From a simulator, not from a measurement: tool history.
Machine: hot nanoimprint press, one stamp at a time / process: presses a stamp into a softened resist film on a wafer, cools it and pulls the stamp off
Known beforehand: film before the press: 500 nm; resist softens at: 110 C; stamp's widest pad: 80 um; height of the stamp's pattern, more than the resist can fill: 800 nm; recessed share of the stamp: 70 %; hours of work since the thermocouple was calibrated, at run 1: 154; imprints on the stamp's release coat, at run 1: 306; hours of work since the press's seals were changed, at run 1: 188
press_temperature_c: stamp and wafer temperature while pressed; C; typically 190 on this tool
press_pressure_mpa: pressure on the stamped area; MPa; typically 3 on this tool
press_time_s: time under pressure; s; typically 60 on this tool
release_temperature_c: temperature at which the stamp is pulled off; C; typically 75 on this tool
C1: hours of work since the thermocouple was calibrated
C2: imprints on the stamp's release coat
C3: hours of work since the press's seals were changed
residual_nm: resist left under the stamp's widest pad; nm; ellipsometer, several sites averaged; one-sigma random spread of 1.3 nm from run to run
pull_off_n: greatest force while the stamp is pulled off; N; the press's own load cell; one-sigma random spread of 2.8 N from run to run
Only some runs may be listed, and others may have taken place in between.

{"run": 1, "hour": 0.0, "press_temperature_c": 190, "press_pressure_mpa": 3, "press_time_s": 60, "release_temperature_c": 75, "C1": 154, "C2": 306, "C3": 188, "residual_nm": 203.4, "pull_off_n": 171}
{"run": 2, "hour": 24.7, "press_temperature_c": 190, "press_pressure_mpa": 3, "press_time_s": 60, "release_temperature_c": 75, "C1": 166, "C2": 392, "C3": 199, "residual_nm": 201.1, "pull_off_n": 178}
{"run": 3, "hour": 46.6, "press_temperature_c": 190, "press_pressure_mpa": 3, "press_time_s": 60, "release_temperature_c": 75, "C1": 176, "C2": 470, "C3": 210, "residual_nm": 201.4, "pull_off_n": 180}
{"run": 4, "hour": 67.6, "press_temperature_c": 190, "press_pressure_mpa": 3, "press_time_s": 60, "release_temperature_c": 75, "C1": 186, "C2": 543, "C3": 219, "residual_nm": 204.3, "pull_off_n": 185}
{"run": 5, "hour": 87.8, "press_temperature_c": 190, "press_pressure_mpa": 3, "press_time_s": 60, "release_temperature_c": 75, "C1": 195, "C2": 614, "C3": 229, "residual_nm": 204, "pull_off_n": 180}
{"run": 6, "hour": 116.7, "press_temperature_c": 190, "press_pressure_mpa": 3, "press_time_s": 60, "release_temperature_c": 75, "C1": 209, "C2": 716, "C3": 243, "residual_nm": 202.9, "pull_off_n": 185}
{"run": 7, "hour": 141.3, "press_temperature_c": 190, "press_pressure_mpa": 3, "press_time_s": 60, "release_temperature_c": 75, "C1": 221, "C2": 803, "C3": 254, "residual_nm": 206.7, "pull_off_n": 192}
{"run": 8, "hour": 167.3, "press_temperature_c": 190, "press_pressure_mpa": 3, "press_time_s": 60, "release_temperature_c": 75, "C1": 233, "C2": 894, "C3": 266, "residual_nm": 203.8, "pull_off_n": 197}
{"run": 9, "hour": 180.9, "press_temperature_c": 190, "press_pressure_mpa": 3, "press_time_s": 60, "release_temperature_c": 75, "C1": 239, "C2": 942, "C3": 273, "residual_nm": 201.1, "pull_off_n": 191}
{"run": 10, "hour": 208.1, "press_temperature_c": 190, "press_pressure_mpa": 3, "press_time_s": 60, "release_temperature_c": 75, "C1": 252, "C2": 1038, "C3": 286, "residual_nm": 205, "pull_off_n": 199}
{"hour": 213.8, "done": "plate thermocouple calibrated"}
{"hour": 230.7, "done": "stamp cleaned and given a new release coat"}
{"run": 11, "hour": 238.2, "press_temperature_c": 190, "press_pressure_mpa": 3, "press_time_s": 60, "release_temperature_c": 75, "C1": 9, "C2": 26, "C3": 296, "residual_nm": 210.7, "pull_off_n": 165}
{"run": 12, "hour": 266.0, "press_temperature_c": 190, "press_pressure_mpa": 3, "press_time_s": 60, "release_temperature_c": 75, "C1": 22, "C2": 124, "C3": 309, "residual_nm": 211.1, "pull_off_n": 170}
{"run": 13, "hour": 281.1, "press_temperature_c": 190, "press_pressure_mpa": 3, "press_time_s": 60, "release_temperature_c": 75, "C1": 29, "C2": 177, "C3": 316, "residual_nm": 208.4, "pull_off_n": 176}
{"hour": 287.8, "done": "plate thermocouple calibrated, once more"}
{"run": 14, "hour": 313.0, "press_temperature_c": 190, "press_pressure_mpa": 3, "press_time_s": 60, "release_temperature_c": 75, "C1": 12, "C2": 278, "C3": 329, "residual_nm": 198.7, "pull_off_n": 170}
{"run": 15, "hour": 337.3, "press_temperature_c": 190, "press_pressure_mpa": 3, "press_time_s": 60, "release_temperature_c": 75, "C1": 23, "C2": 364, "C3": 341, "residual_nm": 198.9, "pull_off_n": 173}
{"run": 16, "hour": 360.9, "press_temperature_c": 190, "press_pressure_mpa": 3, "press_time_s": 60, "release_temperature_c": 75, "C1": 34, "C2": 447, "C3": 352, "residual_nm": 200.9, "pull_off_n": 178}
{"run": 17, "hour": 373.6, "press_temperature_c": 183, "press_pressure_mpa": 3, "press_time_s": 60, "release_temperature_c": 75, "C1": 40, "C2": 491, "C3": 358, "residual_nm": 260.8, "pull_off_n": 180}
{"run": 18, "hour": 389.0, "press_temperature_c": 180, "press_pressure_mpa": 1.81, "press_time_s": 60, "release_temperature_c": 75, "C1": 48, "C2": 546, "C3": 365, "residual_nm": 363, "pull_off_n": 176}
{"run": 19, "hour": 404.9, "press_temperature_c": 197, "press_pressure_mpa": 1.91, "press_time_s": 109, "release_temperature_c": 75, "C1": 55, "C2": 602, "C3": 373, "residual_nm": 162, "pull_off_n": 180}
{"run": 20, "hour": 420.1, "press_temperature_c": 197, "press_pressure_mpa": 1.91, "press_time_s": 109, "release_temperature_c": 75, "C1": 62, "C2": 655, "C3": 380, "residual_nm": 162.9, "pull_off_n": 184}
{"run": 21, "hour": 432.7, "press_temperature_c": 190, "press_pressure_mpa": 3, "press_time_s": 35, "release_temperature_c": 81, "C1": 68, "C2": 700, "C3": 386, "residual_nm": 240.1, "pull_off_n": 154}
{"run": 22, "hour": 450.7, "press_temperature_c": 188, "press_pressure_mpa": 3.99, "press_time_s": 33, "release_temperature_c": 80, "C1": 77, "C2": 763, "C3": 394, "residual_nm": 225.9, "pull_off_n": 162}
{"run": 23, "hour": 467.7, "press_temperature_c": 188, "press_pressure_mpa": 3.99, "press_time_s": 33, "release_temperature_c": 80, "C1": 85, "C2": 823, "C3": 402, "residual_nm": 224.6, "pull_off_n": 170}
{"run": 24, "hour": 490.0, "press_temperature_c": 181, "press_pressure_mpa": 3, "press_time_s": 60, "release_temperature_c": 62, "C1": 95, "C2": 901, "C3": 413, "residual_nm": 284.5, "pull_off_n": 251}
{"run": 25, "hour": 511.0, "press_temperature_c": 181, "press_pressure_mpa": 3.73, "press_time_s": 60, "release_temperature_c": 72, "C1": 105, "C2": 975, "C3": 423, "residual_nm": 256.7, "pull_off_n": 203}
{"run": 26, "hour": 533.4, "press_temperature_c": 181, "press_pressure_mpa": 3.77, "press_time_s": 60, "release_temperature_c": 75, "C1": 116, "C2": 1054, "C3": 433, "residual_nm": 253.7, "pull_off_n": 198}
{"hour": 549.8, "done": "stamp cleaned and given a new release coat"}
{"run": 27, "hour": 565.8, "press_temperature_c": 181, "press_pressure_mpa": 3.77, "press_time_s": 60, "release_temperature_c": 75, "C1": 128, "C2": 57, "C3": 446, "residual_nm": 252.9, "pull_off_n": 168}
{"run": 28, "hour": 587.3, "press_temperature_c": 188, "press_pressure_mpa": 3, "press_time_s": 45, "release_temperature_c": 75, "C1": 138, "C2": 132, "C3": 456, "residual_nm": 241.8, "pull_off_n": 171}
{"run": 29, "hour": 601.7, "press_temperature_c": 199, "press_pressure_mpa": 3, "press_time_s": 42, "release_temperature_c": 75, "C1": 145, "C2": 183, "C3": 462, "residual_nm": 165.2, "pull_off_n": 171}

Predict each of these 5 candidate next runs independently; none follows another, all start after run 29:
{"run": "A", "hour": 618.1, "press_temperature_c": 201, "press_pressure_mpa": 3.96, "press_time_s": 42, "release_temperature_c": 77, "C1": 153, "C2": 241, "C3": 470, "residual_nm": "?", "pull_off_n": "?"}
{"run": "B", "hour": 618.1, "press_temperature_c": 199, "press_pressure_mpa": 3, "press_time_s": 43, "release_temperature_c": 75, "C1": 153, "C2": 241, "C3": 470, "residual_nm": "?", "pull_off_n": "?"}
{"run": "C", "hour": 618.1, "press_temperature_c": 199, "press_pressure_mpa": 3, "press_time_s": 75, "release_temperature_c": 64, "C1": 153, "C2": 241, "C3": 470, "residual_nm": "?", "pull_off_n": "?"}
{"run": "D", "hour": 618.1, "press_temperature_c": 199, "press_pressure_mpa": 4.76, "press_time_s": 33, "release_temperature_c": 63, "C1": 153, "C2": 241, "C3": 470, "residual_nm": "?", "pull_off_n": "?"}
{"run": "E", "hour": 618.1, "press_temperature_c": 199, "press_pressure_mpa": 2.55, "press_time_s": 42, "release_temperature_c": 75, "C1": 153, "C2": 241, "C3": 470, "residual_nm": "?", "pull_off_n": "?"}

run=A residual_nm=130.4 pull_off_n=164
run=B residual_nm=165.2 pull_off_n=171
run=C residual_nm=131.9 pull_off_n=219
run=D residual_nm=138.7 pull_off_n=228
run=E residual_nm=181.9 pull_off_n=170
What these runs would have given with no unlogged condition in the tool:
run=A residual_nm=125.2 pull_off_n=154
run=B residual_nm=159.3 pull_off_n=162
run=C residual_nm=127.1 pull_off_n=207
run=D residual_nm=132.7 pull_off_n=216
run=E residual_nm=175.9 pull_off_n=161
